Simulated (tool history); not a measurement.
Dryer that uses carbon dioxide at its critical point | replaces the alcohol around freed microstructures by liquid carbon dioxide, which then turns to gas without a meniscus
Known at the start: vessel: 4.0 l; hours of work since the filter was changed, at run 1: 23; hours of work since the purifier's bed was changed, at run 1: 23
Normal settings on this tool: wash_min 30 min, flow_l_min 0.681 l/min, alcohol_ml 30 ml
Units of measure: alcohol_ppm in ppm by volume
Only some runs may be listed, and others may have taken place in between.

run	hour	wash_min	flow_l_min	alcohol_ml	hours of work since the filter was changed	hours of work since the purifier's bed was changed	alcohol_ppm
1	0	30	0.681	30	23	23	55
2	20	30	0.681	30	32	32	79
3	44.4	30	0.681	30	43	43	72
4	62	30	0.698	30	51	51	74
5	83	30	0.698	30	60	60	87
6	108.1	30	0.681	30	72	72	96
7	122.4	30	0.681	30	78	78	87
8	133.4	30	0.544	30	83	83	208
9	154.7	30	0.544	30	93	93	196
10	174.4	30	0.681	30	102	102	96
11	195.1	24	0.681	30	111	111	210
12	214.9	24	0.681	30	120	120	204
13	236.5	30	0.681	30	130	130	97
14	249.6	30	0.565	49	136	136	317
15	268.8	30	0.565	49	144	144	318
16	287.8	30	0.565	49	153	153	333
17	310.7	30	0.565	24	163	163	172
18	326	20	0.681	30	170	170	396
19	346.3	28	0.526	67	179	179	727
20	368.2	23	0.681	27	189	189	254
21	384.1	24	1.032	48	197	197	82
22	398.7	24	0.678	86	203	203	653

Run 23 has not been measured yet. What should we expect?
23	423.1	36	0.573	51	214	214	?

alcohol_ppm: 201 ppm by volume
Were there no unlogged condition in the tool, this run, its random variation unchanged, would have produced alcohol_ppm 98 ppm by volume.

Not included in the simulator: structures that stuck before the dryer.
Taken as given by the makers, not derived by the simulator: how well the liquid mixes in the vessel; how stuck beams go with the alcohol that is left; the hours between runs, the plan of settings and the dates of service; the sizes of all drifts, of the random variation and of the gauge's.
